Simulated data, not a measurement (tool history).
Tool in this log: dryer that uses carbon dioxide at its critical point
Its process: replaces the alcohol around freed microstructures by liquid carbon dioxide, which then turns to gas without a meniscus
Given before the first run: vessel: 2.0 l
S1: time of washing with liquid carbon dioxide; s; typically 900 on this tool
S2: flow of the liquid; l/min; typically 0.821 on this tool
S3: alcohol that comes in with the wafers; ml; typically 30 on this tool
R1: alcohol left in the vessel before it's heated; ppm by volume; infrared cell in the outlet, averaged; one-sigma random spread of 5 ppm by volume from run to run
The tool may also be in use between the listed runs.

{"run": 1, "day": 0.0, "S1": 900, "S2": 0.821, "S3": 30, "R1": 103}
{"run": 2, "day": 1.883, "S1": 900, "S2": 0.821, "S3": 30, "R1": 133}
{"day": 2.292, "done": "inlet filter changed"}
{"run": 3, "day": 2.996, "S1": 900, "S2": 0.821, "S3": 24, "R1": 81}
{"run": 4, "day": 4.854, "S1": 900, "S2": 0.821, "S3": 101, "R1": 202}
{"run": 5, "day": 6.721, "S1": 900, "S2": 0.821, "S3": 30, "R1": 113}
{"run": 6, "day": 7.962, "S1": 900, "S2": 0.821, "S3": 30, "R1": 112}
{"run": 7, "day": 9.496, "S1": 900, "S2": 0.821, "S3": 71, "R1": 240}
{"run": 8, "day": 11.083, "S1": 900, "S2": 0.821, "S3": 71, "R1": 262}
{"day": 12.604, "done": "inlet filter changed"}
{"run": 9, "day": 12.833, "S1": 900, "S2": 0.821, "S3": 71, "R1": 161}
{"run": 10, "day": 14.421, "S1": 900, "S2": 0.628, "S3": 24, "R1": 216}
{"run": 11, "day": 15.404, "S1": 1200, "S2": 0.821, "S3": 88, "R1": 97}
{"run": 12, "day": 17.092, "S1": 720, "S2": 0.588, "S3": 88, "R1": 1908}
{"run": 13, "day": 18.654, "S1": 720, "S2": 0.661, "S3": 40, "R1": 693}
{"run": 14, "day": 20.033, "S1": 660, "S2": 1.233, "S3": 30, "R1": 130}
{"run": 15, "day": 21.004, "S1": 1260, "S2": 1.233, "S3": 30, "R1": 88}
{"run": 16, "day": 22.167, "S1": 1260, "S2": 1.233, "S3": 30, "R1": 95}
{"day": 22.912, "done": "inlet filter changed"}
{"run": 17, "day": 23.321, "S1": 1380, "S2": 0.821, "S3": 25, "R1": 102}
{"run": 18, "day": 24.954, "S1": 1380, "S2": 0.821, "S3": 25, "R1": 108}

3 ways to go on from here, each from the tool as it stands after run 18. What would each give?
{"run": "A", "day": 26.458, "S1": 780, "S2": 0.874, "S3": 46, "R1": "?"}
{"run": "B", "day": 26.458, "S1": 540, "S2": 0.541, "S3": 25, "R1": "?"}
{"run": "C", "day": 26.458, "S1": 900, "S2": 0.821, "S3": 22, "R1": "?"}

run=A R1=231
run=B R1=1430
run=C R1=150
Stripped of hidden state, with their random variation kept, the same runs would have yielded:
run=A R1=93
run=B R1=1134
run=C R1=34

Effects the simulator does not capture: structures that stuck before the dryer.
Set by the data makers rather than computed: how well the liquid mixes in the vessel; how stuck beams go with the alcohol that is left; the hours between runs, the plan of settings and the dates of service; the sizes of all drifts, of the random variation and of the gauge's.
